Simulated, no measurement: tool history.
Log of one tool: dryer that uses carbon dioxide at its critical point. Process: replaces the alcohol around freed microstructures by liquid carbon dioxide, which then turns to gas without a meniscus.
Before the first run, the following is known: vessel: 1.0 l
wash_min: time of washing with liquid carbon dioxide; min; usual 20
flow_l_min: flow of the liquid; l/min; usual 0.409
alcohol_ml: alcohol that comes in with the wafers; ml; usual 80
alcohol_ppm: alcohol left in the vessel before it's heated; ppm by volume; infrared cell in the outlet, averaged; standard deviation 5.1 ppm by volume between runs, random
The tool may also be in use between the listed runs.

{"run": 1, "hour": 0.0, "wash_min": 20, "flow_l_min": 0.409, "alcohol_ml": 80, "alcohol_ppm": 164}
{"run": 2, "hour": 19.8, "wash_min": 20, "flow_l_min": 0.409, "alcohol_ml": 80, "alcohol_ppm": 183}
{"run": 3, "hour": 43.0, "wash_min": 20, "flow_l_min": 0.652, "alcohol_ml": 80, "alcohol_ppm": 48}
{"run": 4, "hour": 55.0, "wash_min": 20, "flow_l_min": 0.652, "alcohol_ml": 80, "alcohol_ppm": 56}
{"run": 5, "hour": 72.2, "wash_min": 20, "flow_l_min": 0.652, "alcohol_ml": 80, "alcohol_ppm": 56}
{"run": 6, "hour": 83.9, "wash_min": 20, "flow_l_min": 0.652, "alcohol_ml": 80, "alcohol_ppm": 53}
{"run": 7, "hour": 107.6, "wash_min": 20, "flow_l_min": 0.409, "alcohol_ml": 80, "alcohol_ppm": 210}
{"run": 8, "hour": 130.3, "wash_min": 20, "flow_l_min": 0.409, "alcohol_ml": 80, "alcohol_ppm": 224}
{"run": 9, "hour": 151.6, "wash_min": 14, "flow_l_min": 0.409, "alcohol_ml": 80, "alcohol_ppm": 1145}
{"run": 10, "hour": 165.2, "wash_min": 14, "flow_l_min": 0.409, "alcohol_ml": 80, "alcohol_ppm": 1151}
{"run": 11, "hour": 185.0, "wash_min": 20, "flow_l_min": 0.409, "alcohol_ml": 80, "alcohol_ppm": 252}
{"run": 12, "hour": 202.1, "wash_min": 20, "flow_l_min": 0.29, "alcohol_ml": 80, "alcohol_ppm": 1207}
{"run": 13, "hour": 224.8, "wash_min": 20, "flow_l_min": 0.29, "alcohol_ml": 80, "alcohol_ppm": 1269}
{"run": 14, "hour": 244.3, "wash_min": 20, "flow_l_min": 0.29, "alcohol_ml": 80, "alcohol_ppm": 1330}
{"run": 15, "hour": 266.3, "wash_min": 20, "flow_l_min": 0.29, "alcohol_ml": 80, "alcohol_ppm": 1317}
{"run": 16, "hour": 283.8, "wash_min": 20, "flow_l_min": 0.29, "alcohol_ml": 80, "alcohol_ppm": 1416}
{"run": 17, "hour": 302.2, "wash_min": 20, "flow_l_min": 0.409, "alcohol_ml": 24, "alcohol_ppm": 156}
{"hour": 307.9, "done": "inlet filter changed"}
{"run": 18, "hour": 324.7, "wash_min": 14, "flow_l_min": 0.409, "alcohol_ml": 80, "alcohol_ppm": 728}
{"run": 19, "hour": 336.3, "wash_min": 14, "flow_l_min": 0.409, "alcohol_ml": 80, "alcohol_ppm": 714}
{"run": 20, "hour": 348.1, "wash_min": 20, "flow_l_min": 0.261, "alcohol_ml": 80, "alcohol_ppm": 1056}
{"run": 21, "hour": 360.1, "wash_min": 20, "flow_l_min": 0.261, "alcohol_ml": 80, "alcohol_ppm": 1130}
{"run": 22, "hour": 371.1, "wash_min": 20, "flow_l_min": 0.409, "alcohol_ml": 22, "alcohol_ppm": 95}
{"run": 23, "hour": 389.6, "wash_min": 20, "flow_l_min": 0.409, "alcohol_ml": 80, "alcohol_ppm": 164}
{"run": 24, "hour": 406.2, "wash_min": 20, "flow_l_min": 0.6, "alcohol_ml": 80, "alcohol_ppm": 79}
{"run": 25, "hour": 425.4, "wash_min": 20, "flow_l_min": 0.6, "alcohol_ml": 80, "alcohol_ppm": 70}
{"run": 26, "hour": 448.9, "wash_min": 25, "flow_l_min": 0.6, "alcohol_ml": 60, "alcohol_ppm": 73}
{"run": 27, "hour": 466.8, "wash_min": 25, "flow_l_min": 0.6, "alcohol_ml": 60, "alcohol_ppm": 73}
{"run": 28, "hour": 483.7, "wash_min": 28, "flow_l_min": 0.563, "alcohol_ml": 28, "alcohol_ppm": 75}
{"run": 29, "hour": 496.8, "wash_min": 32, "flow_l_min": 0.549, "alcohol_ml": 91, "alcohol_ppm": 75}
{"run": 30, "hour": 506.4, "wash_min": 15, "flow_l_min": 0.348, "alcohol_ml": 86, "alcohol_ppm": 1507}
{"run": 31, "hour": 522.1, "wash_min": 15, "flow_l_min": 0.348, "alcohol_ml": 86, "alcohol_ppm": 1569}
{"run": 32, "hour": 539.3, "wash_min": 16, "flow_l_min": 0.591, "alcohol_ml": 94, "alcohol_ppm": 143}
{"run": 33, "hour": 560.1, "wash_min": 20, "flow_l_min": 0.409, "alcohol_ml": 57, "alcohol_ppm": 184}
{"run": 34, "hour": 581.0, "wash_min": 20, "flow_l_min": 0.539, "alcohol_ml": 80, "alcohol_ppm": 105}
{"run": 35, "hour": 598.3, "wash_min": 20, "flow_l_min": 0.539, "alcohol_ml": 80, "alcohol_ppm": 106}
{"run": 36, "hour": 611.1, "wash_min": 26, "flow_l_min": 0.409, "alcohol_ml": 80, "alcohol_ppm": 110}
{"run": 37, "hour": 622.1, "wash_min": 26, "flow_l_min": 0.409, "alcohol_ml": 80, "alcohol_ppm": 116}
{"run": 38, "hour": 635.1, "wash_min": 23, "flow_l_min": 0.424, "alcohol_ml": 33, "alcohol_ppm": 108}
{"run": 39, "hour": 649.0, "wash_min": 30, "flow_l_min": 0.677, "alcohol_ml": 50, "alcohol_ppm": 85}
{"run": 40, "hour": 669.6, "wash_min": 30, "flow_l_min": 0.677, "alcohol_ml": 50, "alcohol_ppm": 94}
{"run": 41, "hour": 685.1, "wash_min": 20, "flow_l_min": 0.499, "alcohol_ml": 69, "alcohol_ppm": 133}
{"run": 42, "hour": 704.5, "wash_min": 20, "flow_l_min": 0.443, "alcohol_ml": 23, "alcohol_ppm": 125}
{"run": 43, "hour": 726.9, "wash_min": 20, "flow_l_min": 0.443, "alcohol_ml": 23, "alcohol_ppm": 132}
{"run": 44, "hour": 746.6, "wash_min": 16, "flow_l_min": 0.439, "alcohol_ml": 65, "alcohol_ppm": 546}
{"hour": 764.4, "done": "inlet filter changed"}
{"run": 45, "hour": 767.6, "wash_min": 20, "flow_l_min": 0.307, "alcohol_ml": 37, "alcohol_ppm": 284}
{"run": 46, "hour": 778.7, "wash_min": 19, "flow_l_min": 0.391, "alcohol_ml": 44, "alcohol_ppm": 160}

What would each run have given without the hidden state, its run-to-run variation left as it was?
Unlogged tool condition in this case: flow that reaches the vessel past the clogged filter, %; alcohol in the recycled carbon dioxide, ppm; drift of the gauge itself on alcohol_ppm, %.
run=1 alcohol_ppm=80
run=2 alcohol_ppm=90
run=3 alcohol_ppm=1
run=4 alcohol_ppm=8
run=5 alcohol_ppm=6
run=6 alcohol_ppm=2
run=7 alcohol_ppm=79
run=8 alcohol_ppm=82
run=9 alcohol_ppm=596
run=10 alcohol_ppm=589
run=11 alcohol_ppm=82
run=12 alcohol_ppm=569
run=13 alcohol_ppm=571
run=14 alcohol_ppm=580
run=15 alcohol_ppm=550
run=16 alcohol_ppm=574
run=17 alcohol_ppm=38
run=18 alcohol_ppm=638
run=19 alcohol_ppm=609
run=20 alcohol_ppm=917
run=21 alcohol_ppm=963
run=22 alcohol_ppm=27
run=23 alcohol_ppm=78
run=24 alcohol_ppm=11
run=25 alcohol_ppm=0
run=26 alcohol_ppm=3
run=27 alcohol_ppm=2
run=28 alcohol_ppm=7
run=29 alcohol_ppm=4
run=30 alcohol_ppm=1007
run=31 alcohol_ppm=1019
run=32 alcohol_ppm=34
run=33 alcohol_ppm=55
run=34 alcohol_ppm=16
run=35 alcohol_ppm=14
run=36 alcohol_ppm=14
run=37 alcohol_ppm=19
run=38 alcohol_ppm=14
run=39 alcohol_ppm=6
run=40 alcohol_ppm=12
run=41 alcohol_ppm=17
run=42 alcohol_ppm=15
run=43 alcohol_ppm=18
run=44 alcohol_ppm=160
run=45 alcohol_ppm=196
run=46 alcohol_ppm=70
